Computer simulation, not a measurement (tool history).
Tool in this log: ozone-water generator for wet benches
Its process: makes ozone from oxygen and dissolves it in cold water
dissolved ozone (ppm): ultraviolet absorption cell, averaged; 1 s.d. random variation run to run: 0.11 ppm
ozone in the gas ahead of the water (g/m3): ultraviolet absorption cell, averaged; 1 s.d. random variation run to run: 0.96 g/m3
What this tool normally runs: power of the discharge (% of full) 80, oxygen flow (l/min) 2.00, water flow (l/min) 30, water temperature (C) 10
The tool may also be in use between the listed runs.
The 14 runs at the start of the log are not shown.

| run | hour | power of the discharge (% of full) | oxygen flow (l/min) | water flow (l/min) | water temperature (C) | hours of work since the electrodes were changed | hours of work since the contactor was cleaned | hours of work since the thermometer was calibrated | dissolved ozone (ppm) | ozone in the gas ahead of the water (g/m3) |
|---|---|---|---|---|---|---|---|---|---|---|
| 15 | 982.0 | 80 | 2.57 | 30 | 10 | 2964 | 1934 | 5399 | 6.1 | 135.3 |
| 16 | 1042.4 | 80 | 2.57 | 30 | 10 | 3003 | 1973 | 5438 | 6.2 | 135.8 |
| 17 | 1114.4 | 80 | 2.57 | 37 | 5 | 3050 | 2019 | 5484 | 4.9 | 135.1 |
| 18 | 1156.3 | 82 | 2.00 | 42 | 10 | 3077 | 2046 | 5511 | 3.7 | 148.7 |
| 19 | 1229.7 | 82 | 2.00 | 42 | 10 | 3124 | 2094 | 5559 | 3.7 | 148.4 |
| 20 | 1270.3 | 82 | 2.18 | 26 | 11 | 3150 | 2120 | 5585 | 6.5 | 145.6 |
| 21 | 1338.4 | 82 | 2.18 | 26 | 11 | 3195 | 2164 | 5629 | 6.4 | 144.0 |
|  | 1388.8 | water thermometer calibrated |
| 22 | 1418.8 | 74 | 2.00 | 30 | 10 | 3246 | 2215 | 19 | 5.3 | 140.7 |
| 23 | 1515.4 | 79 | 2.15 | 30 | 11 | 3309 | 2278 | 82 | 5.6 | 141.9 |
| 24 | 1579.2 | 51 | 1.76 | 40 | 14 | 3350 | 2319 | 123 | 2.9 | 122.6 |
| 25 | 1648.3 | 80 | 2.71 | 30 | 8 | 3394 | 2364 | 168 | 6.4 | 132.2 |
| 26 | 1730.5 | 80 | 1.78 | 30 | 11 | 3448 | 2417 | 221 | 4.9 | 152.3 |
| 27 | 1790.4 | 45 | 1.18 | 31 | 11 | 3486 | 2456 | 260 | 2.9 | 131.0 |
| 28 | 1852.7 | 45 | 1.18 | 31 | 11 | 3527 | 2496 | 300 | 2.8 | 130.6 |
| 29 | 1908.7 | 80 | 1.21 | 34 | 8 | 3563 | 2532 | 336 | 3.5 | 171.3 |
| 30 | 1953.8 | 80 | 1.21 | 34 | 8 | 3592 | 2561 | 365 | 3.3 | 172.5 |
| 31 | 1996.5 | 76 | 2.04 | 42 | 14 | 3620 | 2589 | 393 | 3.5 | 140.2 |
| 32 | 2096.6 | 76 | 2.04 | 42 | 14 | 3684 | 2654 | 457 | 3.7 | 138.0 |

Consider 4 possible next runs. They are alternatives, not a sequence: every one starts from the tool as it was left by run 32. What does each give?
| A | 2188.3 | 76 | 2.46 | 36 | 7 | 3744 | 2713 | 517 | ? | ? |
| B | 2188.3 | 40 | 2.00 | 40 | 11 | 3744 | 2713 | 517 | ? | ? |
| C | 2188.3 | 76 | 1.97 | 46 | 14 | 3744 | 2713 | 517 | ? | ? |
| D | 2188.3 | 65 | 1.39 | 30 | 10 | 3744 | 2713 | 517 | ? | ? |

| run | dissolved ozone (ppm) | ozone in the gas ahead of the water (g/m3) |
|---|---|---|
| A | 4.7 | 130.4 |
| B | 2.7 | 102.3 |
| C | 3.1 | 141.0 |
| D | 3.9 | 148.1 |
Without the tool's unlogged condition, the same runs would have read:
| run | dissolved ozone (ppm) | ozone in the gas ahead of the water (g/m3) |
|---|---|---|
| A | 5.6 | 147.4 |
| B | 3.1 | 111.5 |
| C | 3.7 | 159.5 |
| D | 4.6 | 166.0 |
